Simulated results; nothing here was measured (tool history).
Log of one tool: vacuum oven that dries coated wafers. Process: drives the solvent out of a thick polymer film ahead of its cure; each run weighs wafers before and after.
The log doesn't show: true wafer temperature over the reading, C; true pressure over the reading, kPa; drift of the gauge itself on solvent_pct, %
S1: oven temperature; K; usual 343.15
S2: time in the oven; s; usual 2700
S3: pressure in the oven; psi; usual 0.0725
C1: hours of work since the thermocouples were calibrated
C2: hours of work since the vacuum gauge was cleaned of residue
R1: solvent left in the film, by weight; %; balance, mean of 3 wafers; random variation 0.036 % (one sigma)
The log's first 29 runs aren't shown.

{"run": 30, "hour": 673.7, "S1": 333.15, "S2": 3180, "S3": 0.1894, "C1": 810, "C2": 120, "R1": 7.54}
{"run": 31, "hour": 696.8, "S1": 342.15, "S2": 2460, "S3": 0.0725, "C1": 821, "C2": 131, "R1": 4.24}
{"run": 32, "hour": 727.6, "S1": 343.15, "S2": 1680, "S3": 0.0725, "C1": 835, "C2": 146, "R1": 5.83}
{"run": 33, "hour": 747.0, "S1": 355.15, "S2": 1680, "S3": 0.0725, "C1": 844, "C2": 155, "R1": 1.22}
{"run": 34, "hour": 763.9, "S1": 355.15, "S2": 1680, "S3": 0.0725, "C1": 852, "C2": 163, "R1": 1.25}
{"run": 35, "hour": 789.8, "S1": 356.15, "S2": 2700, "S3": 0.0521, "C1": 865, "C2": 175, "R1": 0.22}
{"run": 36, "hour": 804.5, "S1": 330.15, "S2": 2700, "S3": 0.0725, "C1": 872, "C2": 182, "R1": 9.53}
{"run": 37, "hour": 836.9, "S1": 330.15, "S2": 2700, "S3": 0.0725, "C1": 887, "C2": 198, "R1": 9.55}
{"run": 38, "hour": 867.6, "S1": 338.15, "S2": 1380, "S3": 0.0725, "C1": 902, "C2": 212, "R1": 9.36}
{"run": 39, "hour": 896.5, "S1": 338.15, "S2": 1380, "S3": 0.0725, "C1": 915, "C2": 226, "R1": 9.39}
{"run": 40, "hour": 917.4, "S1": 337.15, "S2": 1380, "S3": 0.1566, "C1": 925, "C2": 236, "R1": 9.94}
{"run": 41, "hour": 933.5, "S1": 348.15, "S2": 1560, "S3": 0.0513, "C1": 933, "C2": 244, "R1": 3.94}
{"run": 42, "hour": 963.9, "S1": 348.15, "S2": 1560, "S3": 0.0513, "C1": 947, "C2": 258, "R1": 3.99}
{"run": 43, "hour": 992.6, "S1": 357.15, "S2": 2700, "S3": 0.0493, "C1": 961, "C2": 272, "R1": 0.15}
{"run": 44, "hour": 1014.1, "S1": 331.15, "S2": 2700, "S3": 0.0493, "C1": 971, "C2": 282, "R1": 8.98}
{"run": 45, "hour": 1047.2, "S1": 331.15, "S2": 2700, "S3": 0.0493, "C1": 987, "C2": 298, "R1": 9.04}

4 ways to go on from here, each from the tool as it stands after run 45. What would each give?
{"run": "A", "hour": 1065.0, "S1": 353.15, "S2": 1380, "S3": 0.1201, "C1": 995, "C2": 306, "R1": "?"}
{"run": "B", "hour": 1065.0, "S1": 334.15, "S2": 2460, "S3": 0.0725, "C1": 995, "C2": 306, "R1": "?"}
{"run": "C", "hour": 1065.0, "S1": 341.15, "S2": 2700, "S3": 0.0493, "C1": 995, "C2": 306, "R1": "?"}
{"run": "D", "hour": 1065.0, "S1": 353.15, "S2": 1980, "S3": 0.0725, "C1": 995, "C2": 306, "R1": "?"}

run=A R1=2.72
run=B R1=8.23
run=C R1=4.17
run=D R1=1.26
Without the tool's hidden state the same runs would have given:
run=A R1=2.28
run=B R1=7.61
run=C R1=3.59
run=D R1=0.98
